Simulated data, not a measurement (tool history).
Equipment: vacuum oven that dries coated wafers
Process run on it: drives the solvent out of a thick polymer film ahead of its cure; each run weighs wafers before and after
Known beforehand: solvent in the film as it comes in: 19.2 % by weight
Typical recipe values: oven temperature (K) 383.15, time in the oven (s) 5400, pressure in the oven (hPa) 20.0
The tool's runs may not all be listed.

| run | hour | oven temperature (K) | time in the oven (s) | pressure in the oven (hPa) | solvent left in the film (%) |
|---|---|---|---|---|---|
| 1 | 0.0 | 383.15 | 5400 | 20.0 | 3.18 |
| 2 | 14.6 | 383.15 | 5400 | 20.0 | 3.23 |
| 3 | 24.9 | 383.15 | 5400 | 20.0 | 3.25 |
| 4 | 34.4 | 396.15 | 5400 | 20.0 | 1.45 |
| 5 | 41.0 | 396.15 | 5400 | 13.5 | 1.06 |
| 6 | 51.0 | 396.15 | 5400 | 13.5 | 1.06 |
| 7 | 59.6 | 396.15 | 5400 | 13.5 | 1.08 |
| 8 | 73.9 | 396.15 | 5400 | 13.5 | 1.09 |
| 9 | 83.5 | 396.15 | 5400 | 13.5 | 1.08 |
| 10 | 95.0 | 396.15 | 5400 | 13.5 | 1.07 |
|  | 98.2 | oven's thermocouples calibrated |
| 11 | 103.8 | 383.15 | 5400 | 20.0 | 3.35 |
| 12 | 116.8 | 383.15 | 5400 | 20.0 | 3.32 |
| 13 | 129.6 | 383.15 | 5400 | 20.0 | 3.35 |
| 14 | 138.2 | 383.15 | 5400 | 20.0 | 3.35 |
|  | 145.2 | oven's thermocouples calibrated, once more |
| 15 | 150.3 | 383.15 | 5400 | 20.0 | 3.09 |
| 16 | 160.7 | 383.15 | 5400 | 20.0 | 3.09 |
| 17 | 169.1 | 383.15 | 5400 | 20.0 | 3.13 |
| 18 | 181.6 | 383.15 | 5400 | 20.0 | 3.15 |
| 19 | 195.1 | 383.15 | 3000 | 48.0 | 7.54 |
| 20 | 202.8 | 395.15 | 3000 | 13.6 | 2.49 |
| 21 | 215.1 | 370.15 | 4440 | 68.8 | 12.21 |
| 22 | 224.2 | 383.15 | 6480 | 20.7 | 2.71 |
| 23 | 232.6 | 387.15 | 5400 | 20.0 | 2.41 |
| 24 | 246.0 | 375.15 | 8040 | 20.0 | 3.61 |
| 25 | 254.8 | 383.15 | 8820 | 72.9 | 6.51 |
| 26 | 264.3 | 383.15 | 8820 | 72.9 | 6.47 |
| 27 | 273.5 | 383.15 | 5280 | 61.4 | 6.51 |
| 28 | 285.3 | 383.15 | 5400 | 77.8 | 7.72 |
| 29 | 297.5 | 385.15 | 3480 | 53.7 | 6.66 |
| 30 | 304.2 | 385.15 | 3480 | 53.7 | 6.72 |
| 31 | 319.4 | 371.15 | 3480 | 15.0 | 7.97 |

What if the next run were any one of these 5? Each begins from the tool's condition after run 31:
| A | 332.7 | 371.15 | 4620 | 42.7 | ? |
| B | 332.7 | 383.15 | 7620 | 20.0 | ? |
| C | 332.7 | 380.15 | 3300 | 62.2 | ? |
| D | 332.7 | 398.15 | 7260 | 15.0 | ? |
| E | 332.7 | 371.15 | 6120 | 31.0 | ? |

| run | solvent left in the film (%) |
|---|---|
| A | 9.21 |
| B | 2.31 |
| C | 9.19 |
| D | 0.86 |
| E | 6.96 |
The same runs, with their run-to-run variation unchanged, on a tool lacking any hidden condition would have given:
| run | solvent left in the film (%) |
|---|---|
| A | 9.07 |
| B | 2.21 |
| C | 9.08 |
| D | 0.80 |
| E | 6.82 |
